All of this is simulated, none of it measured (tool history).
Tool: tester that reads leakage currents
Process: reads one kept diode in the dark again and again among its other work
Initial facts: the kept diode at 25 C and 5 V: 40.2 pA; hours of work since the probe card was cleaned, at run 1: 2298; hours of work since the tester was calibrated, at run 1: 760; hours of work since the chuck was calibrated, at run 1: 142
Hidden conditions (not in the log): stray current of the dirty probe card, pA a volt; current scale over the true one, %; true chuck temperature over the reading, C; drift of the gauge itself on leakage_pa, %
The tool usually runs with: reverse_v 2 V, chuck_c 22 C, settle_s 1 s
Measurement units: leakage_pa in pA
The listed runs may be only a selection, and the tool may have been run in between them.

run    hour  reverse_v  chuck_c  settle_s  hours of work since the probe card was cleaned  hours of work since the tester was calibrated  hours of work since the chuck was calibrated  leakage_pa
  1       0          2       22         1                                            2298                                            760                                           142       28.09
  2    26.3          2       22         1                                            2317                                            779                                           161       28.16
  3    64.5          2       60         1                                            2344                                            806                                           188      324.75
  4   105.2          2       22         1                                            2372                                            835                                           216       28.03
  5   130.3          2       22         1                                            2390                                            852                                           234       28.18
  6   168.4          2       20         1                                            2417                                            879                                           261       24.84
  7   208.4       5.02       20         1                                            2445                                            907                                           289       38.62
  8   237.3          2       22         1                                            2466                                            928                                           309       28.18
  9   271.2       1.22       22         1                                            2490                                            952                                           333        22.8
 10   294.5          2       35         1                                            2506                                            968                                           350       66.54
 11   320.4          2       22         1                                            2524                                            986                                           368       28.26
 12   352.3          2       22         1                                            2547                                           1009                                           391       28.14
 13   381.4          2       22         1                                            2567                                           1030                                           411       28.24
 14   428.3          2       22         1                                            2600                                           1063                                           444       28.18
 15   464.3          2       22         1                                            2626                                           1088                                           470       28.12
 16   517.8          2       22         1                                            2664                                           1126                                           507       28.12
 17   542.5          2       22      3.34                                            2681                                           1143                                           525       27.62
      549.3  -- tester calibrated
 18   572.1          2       22      3.34                                            2701                                             16                                           544       27.64
 19   618.6          2       32         1                                            2733                                             49                                           577       54.08
 20     650          2       32         1                                            2755                                             71                                           599       53.93
      672.4  -- tester calibrated, once more
 21   689.7       5.69       39         1                                            2782                                             12                                           626      125.16
 22   736.7       1.67       21         1                                            2815                                             45                                           659       24.28
 23   785.9       4.09       22      1.33                                            2850                                             80                                           694       38.68
 24   820.6          2       34      0.69                                            2874                                            105                                           718       61.01
 25   865.4          2       34      0.69                                            2906                                            136                                           750       61.16
 26   909.7      16.02       42      3.81                                            2937                                            167                                           781      225.25
 27   953.5          2       23         1                                            2968                                            198                                           812       29.74
 28  1000.8       1.68       22      0.71                                            3002                                            232                                           845       26.09
 29  1040.7          2       56      1.26                                            3030                                            260                                           873      245.94
     1057.4  -- probe card cleaned and baked
 30  1084.4       5.28       56      0.41                                              19                                            289                                           902       332.8
 31  1129.3       5.49       20       0.7                                              51                                            320                                           934       29.77
 32  1169.6       5.49       20       0.7                                              79                                            349                                           962       29.85
 33  1205.8      19.53       22      0.55                                             105                                            374                                           988       61.15
 34  1250.3      19.53       22      0.55                                             136                                            406                                          1019       61.81
 35  1272.7       9.28       45      4.13                                             152                                            421                                          1035      193.11
 36  1299.8       1.35       32      7.11                                             171                                            441                                          1054       42.15

Pick out some run-to-run changes in leakage_pa. Of each, how much would a tool without hidden state show as well, from the settings, what came in and chance, and how much is left for the hidden state and any gauge scatter not in both results compared?
Run 2 -> 3: chuck_c 22 -> 60. leakage_pa +296.59 pA: hidden state -2.04, all else +298.63.
Run 3 -> 4: chuck_c 60 -> 22. leakage_pa -296.72 pA: hidden state +2.04, all else -298.76.
Run 25 -> 26: reverse_v 2 -> 16.02, chuck_c 34 -> 42, settle_s 0.69 -> 3.81. leakage_pa +164.09 pA: hidden state +25.17, all else +138.92.
Run 26 -> 27: reverse_v 16.02 -> 2, chuck_c 42 -> 23, settle_s 3.81 -> 1. leakage_pa -195.51 pA: hidden state -23.67, all else -171.84.
Run 30 -> 31: reverse_v 5.28 -> 5.49, chuck_c 56 -> 20, settle_s 0.41 -> 0.7. leakage_pa -303.03 pA: hidden state +15.02, all else -318.05.
